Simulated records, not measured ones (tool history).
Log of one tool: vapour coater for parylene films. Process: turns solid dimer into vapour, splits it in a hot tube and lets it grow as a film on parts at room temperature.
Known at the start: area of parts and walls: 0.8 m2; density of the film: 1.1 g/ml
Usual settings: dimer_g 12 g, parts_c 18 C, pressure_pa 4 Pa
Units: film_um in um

run    hour  dimer_g  parts_c  pressure_pa  film_um
  1       0       12       18            4     8.89
  2    51.7       12       18            4     8.85
  3   120.7       12       18            4     8.72
  4   172.5       21       18            4    15.19
  5   211.2       21       18            4    15.17
  6   282.4       21       18            4    15.01
  7     364       21       18            4    14.87
  8   414.6       18       18            4    12.58
      422.5  -- trap's valve overhauled
  9   461.6        8       18            4     6.05
 10   544.3        8       18         3.13     6.06
 11   622.7       12       18            4     8.77
 12   688.2       12       18            4     8.69
 13   743.1       12       18         4.04     8.64
 14   794.7       12       18         4.04     8.59
 15   870.9       12       18            4     8.52
 16   909.2       12       18            4     8.44
 17   976.9       12       18            4     8.45
 18  1013.9       12       18            4     8.35
 19  1084.3       19       18            4    13.11
     1098.5  -- trap's valve overhauled
 20  1127.6       12       18            4     8.88
 21  1196.8       12       18            4     8.86
 22  1257.7       12       18            4     8.67
 23  1293.7       12       18            4     8.62
 24  1343.3       14       15            4    11.56
 25  1394.3       12       11         7.48    11.26
     1444.2  -- table's thermometer calibrated
 26  1446.9        5       13         2.62     4.49
 27  1508.5       11       18            4     7.63
 28  1558.7       11       18            4     7.54
     1639.2  -- table's thermometer calibrated, once more
 29  1643.8       11       18            4     8.07
 30  1693.7       11       18            4     8.01
 31  1742.7        6       15         2.51     5.13
     1777.9  -- trap's valve overhauled
 32  1829.3       14       12         7.21    13.56
 33  1878.6       12       14         3.54    11.03
 34    1927       12       14         3.54    10.98
 35  1975.5       12       15         5.65    10.14
 36  2028.1        6       24         9.53     3.26
 37  2079.1       12       10        10.85    11.85
 38  2164.9       18       23        10.68      9.9
 39  2213.7        6       12        10.68     5.38
 40  2286.5        6       12        10.68      5.3
 41  2334.7        6       12        10.68     5.28
 42  2407.9        6       12        10.68     5.24
     2458.7  -- trap's valve overhauled
 43  2483.1        6       12        10.68     5.61
 44  2546.8       15       10         2.92    16.61
 45  2615.9       12       18         6.07     8.67
 46  2685.6       12       18         6.07     8.59

Some steps in film_um between neighbouring runs. How much of each would the tool show without its hidden state too (settings, what came in, random variation), and how much is left for the hidden state, with any gauge scatter that isn't in both results?
The hidden state here: vapour lost through the trap's worn valve, %; true temperature of the parts over the reading, C; drift of the gauge itself on film_um, %.
Run 8 -> 9: dimer_g 18 -> 8, trap's valve overhauled. film_um -6.53 um: hidden state +1.09, all else -7.62.
Run 18 -> 19: dimer_g 12 -> 19. film_um +4.76 um: hidden state -0.67, all else +5.43.
Run 19 -> 20: dimer_g 19 -> 12, trap's valve overhauled. film_um -4.23 um: hidden state +1.15, all else -5.38.
Run 31 -> 32: dimer_g 6 -> 14, parts_c 15 -> 12, pressure_pa 2.51 -> 7.21, trap's valve overhauled. film_um +8.43 um: hidden state +0.22, all else +8.21.
Run 36 -> 37: dimer_g 6 -> 12, parts_c 24 -> 10, pressure_pa 9.53 -> 10.85. film_um +8.59 um: hidden state -0.39, all else +8.98.
Run 43 -> 44: dimer_g 6 -> 15, parts_c 12 -> 10, pressure_pa 10.68 -> 2.92. film_um +11 um: hidden state -0.07, all else +11.07.

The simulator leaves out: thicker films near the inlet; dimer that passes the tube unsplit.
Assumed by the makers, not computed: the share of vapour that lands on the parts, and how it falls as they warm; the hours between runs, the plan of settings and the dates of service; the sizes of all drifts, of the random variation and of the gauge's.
